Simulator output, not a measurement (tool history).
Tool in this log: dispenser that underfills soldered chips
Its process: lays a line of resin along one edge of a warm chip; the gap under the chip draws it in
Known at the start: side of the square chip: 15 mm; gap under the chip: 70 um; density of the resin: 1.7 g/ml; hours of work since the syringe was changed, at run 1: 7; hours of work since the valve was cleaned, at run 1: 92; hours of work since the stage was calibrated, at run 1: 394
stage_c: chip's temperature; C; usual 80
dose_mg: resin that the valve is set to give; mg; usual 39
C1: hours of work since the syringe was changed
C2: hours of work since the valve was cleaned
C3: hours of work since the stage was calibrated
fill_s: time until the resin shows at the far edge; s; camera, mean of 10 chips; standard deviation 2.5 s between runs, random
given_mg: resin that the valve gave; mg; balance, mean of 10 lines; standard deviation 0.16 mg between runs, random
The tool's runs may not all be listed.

run 1 hour=0 | stage_c=80 dose_mg=39 | C1=7 C2=92 C3=394 | fill_s=313 given_mg=36.42
-- hour=3.5 new syringe of resin
run 2 hour=9 | stage_c=80 dose_mg=39 | C1=4 C2=98 C3=401 | fill_s=266.9 given_mg=36.53
-- hour=16.8 new syringe of resin
run 3 hour=24.5 | stage_c=80 dose_mg=39 | C1=6 C2=109 C3=412 | fill_s=291.3 given_mg=35.86
-- hour=29.6 dispensing valve cleaned and set on the balance
-- hour=31.3 new syringe of resin
run 4 hour=38.7 | stage_c=80 dose_mg=39 | C1=5 C2=7 C3=422 | fill_s=281.9 given_mg=38.69
-- hour=44.3 new syringe of resin
run 5 hour=46.5 | stage_c=80 dose_mg=34.7 | C1=2 C2=12 C3=427 | fill_s=235.5 given_mg=34.4
run 6 hour=53.2 | stage_c=80 dose_mg=34.7 | C1=7 C2=17 C3=432 | fill_s=312.2 given_mg=34.16
-- hour=57.1 new syringe of resin
run 7 hour=63.1 | stage_c=81 dose_mg=34.7 | C1=4 C2=24 C3=440 | fill_s=260.9 given_mg=34.09
-- hour=69.8 new syringe of resin
run 8 hour=70.5 | stage_c=80 dose_mg=47.2 | C1=0 C2=30 C3=445 | fill_s=206.7 given_mg=46.04
-- hour=82.6 new syringe of resin
run 9 hour=82.7 | stage_c=80 dose_mg=38.2 | C1=0 C2=39 C3=454 | fill_s=212.8 given_mg=36.97
run 10 hour=93.8 | stage_c=80 dose_mg=38.2 | C1=8 C2=47 C3=462 | fill_s=335 given_mg=36.97
-- hour=95.6 new syringe of resin
run 11 hour=104.3 | stage_c=80 dose_mg=36.1 | C1=7 C2=54 C3=470 | fill_s=307.1 given_mg=34.56
-- hour=108.3 new syringe of resin
run 12 hour=111.8 | stage_c=80 dose_mg=36.1 | C1=3 C2=60 C3=475 | fill_s=246.4 given_mg=34.39
-- hour=121.2 new syringe of resin
run 13 hour=126.7 | stage_c=89 dose_mg=36.1 | C1=4 C2=71 C3=486 | fill_s=175 given_mg=34.18
-- hour=134.1 new syringe of resin
run 14 hour=140.7 | stage_c=80 dose_mg=50.6 | C1=5 C2=81 C3=496 | fill_s=268.4 given_mg=47.47
-- hour=146.8 new syringe of resin
run 15 hour=148 | stage_c=80 dose_mg=50.6 | C1=1 C2=86 C3=501 | fill_s=212.3 given_mg=47.59
run 16 hour=155.3 | stage_c=65 dose_mg=39 | C1=6 C2=92 C3=507 | fill_s=634.6 given_mg=36.27
-- hour=159.6 new syringe of resin
run 17 hour=169.9 | stage_c=65 dose_mg=39 | C1=8 C2=102 C3=518 | fill_s=676.5 given_mg=36.36
-- hour=172.4 new syringe of resin
-- hour=184.7 dispensing valve cleaned and set on the balance
run 18 hour=184.7 | stage_c=65 dose_mg=39 | C1=8 C2=0 C3=528 | fill_s=682.8 given_mg=39.34
-- hour=185.8 new syringe of resin
run 19 hour=196.8 | stage_c=65 dose_mg=39 | C1=8 C2=9 C3=536 | fill_s=689.8 given_mg=38.78
-- hour=198.6 new syringe of resin
-- hour=211.5 new syringe of resin
run 20 hour=212.7 | stage_c=76 dose_mg=35.4 | C1=1 C2=20 C3=548 | fill_s=274.8 given_mg=34.84
run 21 hour=220.6 | stage_c=76 dose_mg=35.4 | C1=7 C2=26 C3=554 | fill_s=371.8 given_mg=34.77
-- hour=223.7 new syringe of resin
-- hour=236.1 new syringe of resin
run 22 hour=236.1 | stage_c=76 dose_mg=35.4 | C1=0 C2=37 C3=565 | fill_s=253.6 given_mg=34.53
run 23 hour=245.2 | stage_c=74 dose_mg=49 | C1=7 C2=44 C3=572 | fill_s=389.9 given_mg=47.4
-- hour=248.9 new syringe of resin
run 24 hour=260.7 | stage_c=79 dose_mg=33.2 | C1=9 C2=55 C3=583 | fill_s=366.5 given_mg=31.94
-- hour=261.9 new syringe of resin
run 25 hour=267.6 | stage_c=68 dose_mg=48.5 | C1=4 C2=60 C3=588 | fill_s=446.1 given_mg=46.51
-- hour=274.3 new syringe of resin
run 26 hour=279.3 | stage_c=80 dose_mg=39.1 | C1=4 C2=69 C3=597 | fill_s=247.9 given_mg=37.18
-- hour=287 new syringe of resin
run 27 hour=292 | stage_c=80 dose_mg=39.1 | C1=4 C2=78 C3=606 | fill_s=249.6 given_mg=36.87
-- hour=299.4 new syringe of resin
run 28 hour=302.9 | stage_c=87 dose_mg=39 | C1=3 C2=86 C3=614 | fill_s=165.9 given_mg=36.28
-- hour=312.3 new syringe of resin
run 29 hour=315.4 | stage_c=85 dose_mg=40 | C1=2 C2=95 C3=623 | fill_s=174.9 given_mg=37.25
-- hour=324.9 new syringe of resin
run 30 hour=327.6 | stage_c=78 dose_mg=34.3 | C1=2 C2=104 C3=632 | fill_s=261.7 given_mg=31.96
-- hour=338.2 new syringe of resin
-- hour=340.4 dispensing valve cleaned and set on the balance
run 31 hour=343.6 | stage_c=78 dose_mg=35.8 | C1=3 C2=2 C3=643 | fill_s=264.4 given_mg=35.76
-- hour=352.4 new syringe of resin
run 32 hour=352.4 | stage_c=75 dose_mg=39.4 | C1=0 C2=9 C3=649 | fill_s=248.6 given_mg=39.09
run 33 hour=362 | stage_c=75 dose_mg=39.4 | C1=7 C2=16 C3=656 | fill_s=367.4 given_mg=38.78
-- hour=365.1 new syringe of resin
run 34 hour=373.9 | stage_c=75 dose_mg=39.4 | C1=7 C2=25 C3=665 | fill_s=355.8 given_mg=38.67

For some of the steps in fill_s from one run to the next: how much would appear even if the tool had no hidden state, given the settings, what came in and random variation, and how much remains for the hidden state plus any gauge scatter that the measured result and the result without hidden state don't share?
The tool's hidden condition here consists of: resin's viscosity, % of fresh resin's; dose that the valve gives, % of what is set; true chip temperature over the reading, C; drift of the gauge itself on fill_s, %; drift of the gauge itself on given_mg, %.
Run 9 -> 10: no setting touched and nothing written in the log between the runs. fill_s +122.2 s: hidden state +119.9, all else +2.3.
Run 15 -> 16: stage_c 80 -> 65, dose_mg 50.6 -> 39. fill_s +422.3 s: hidden state +125, all else +297.3.
Run 19 -> 20: stage_c 65 -> 76, dose_mg 39 -> 35.4, new syringe of resin, new syringe of resin. fill_s -415 s: hidden state -181.8, all else -233.2.
Run 25 -> 26: stage_c 68 -> 80, dose_mg 48.5 -> 39.1, new syringe of resin. fill_s -198.2 s: hidden state -5.6, all else -192.6.
